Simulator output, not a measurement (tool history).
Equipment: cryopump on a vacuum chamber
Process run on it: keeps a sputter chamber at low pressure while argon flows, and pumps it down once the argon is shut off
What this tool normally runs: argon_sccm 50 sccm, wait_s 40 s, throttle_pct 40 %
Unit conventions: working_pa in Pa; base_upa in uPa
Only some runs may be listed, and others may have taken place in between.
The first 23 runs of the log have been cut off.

run 24 hour=1446.2 | argon_sccm=64 wait_s=84 throttle_pct=40 | working_pa=0.1173 base_upa=2.04
run 25 hour=1507.7 | argon_sccm=64 wait_s=84 throttle_pct=40 | working_pa=0.1181 base_upa=2.14
run 26 hour=1581.4 | argon_sccm=29 wait_s=197 throttle_pct=42 | working_pa=0.0515 base_upa=1.91
run 27 hour=1662.0 | argon_sccm=29 wait_s=197 throttle_pct=42 | working_pa=0.0519 base_upa=2.03
run 28 hour=1704.2 | argon_sccm=63 wait_s=34 throttle_pct=33 | working_pa=0.1420 base_upa=2.97
run 29 hour=1775.1 | argon_sccm=34 wait_s=72 throttle_pct=23 | working_pa=0.1073 base_upa=2.46
run 30 hour=1829.8 | argon_sccm=34 wait_s=72 throttle_pct=23 | working_pa=0.1088 base_upa=2.52
-- hour=1885.8 pump warmed up, emptied and cooled again
run 31 hour=1913.2 | argon_sccm=34 wait_s=30 throttle_pct=34 | working_pa=0.0712 base_upa=3.06
-- hour=1964.4 leaking fittings of the chamber tightened, without venting
run 32 hour=1974.6 | argon_sccm=34 wait_s=30 throttle_pct=34 | working_pa=0.0689 base_upa=1.39
run 33 hour=2010.9 | argon_sccm=34 wait_s=30 throttle_pct=34 | working_pa=0.0708 base_upa=1.47

Here are 3 independent what-if runs from the current tool condition. What would each one return?
run A hour=2075.4 | argon_sccm=50 wait_s=161 throttle_pct=40 | working_pa=? base_upa=?
run B hour=2075.4 | argon_sccm=47 wait_s=70 throttle_pct=34 | working_pa=? base_upa=?
run C hour=2075.4 | argon_sccm=38 wait_s=40 throttle_pct=40 | working_pa=? base_upa=?

run=A working_pa=0.0897 base_upa=0.45
run=B working_pa=0.0967 base_upa=0.75
run=C working_pa=0.0683 base_upa=1.13
Without the tool's hidden state the same runs would have given:
run=A working_pa=0.0867 base_upa=0.35
run=B working_pa=0.0939 base_upa=0.65
run=C working_pa=0.0661 base_upa=1.03
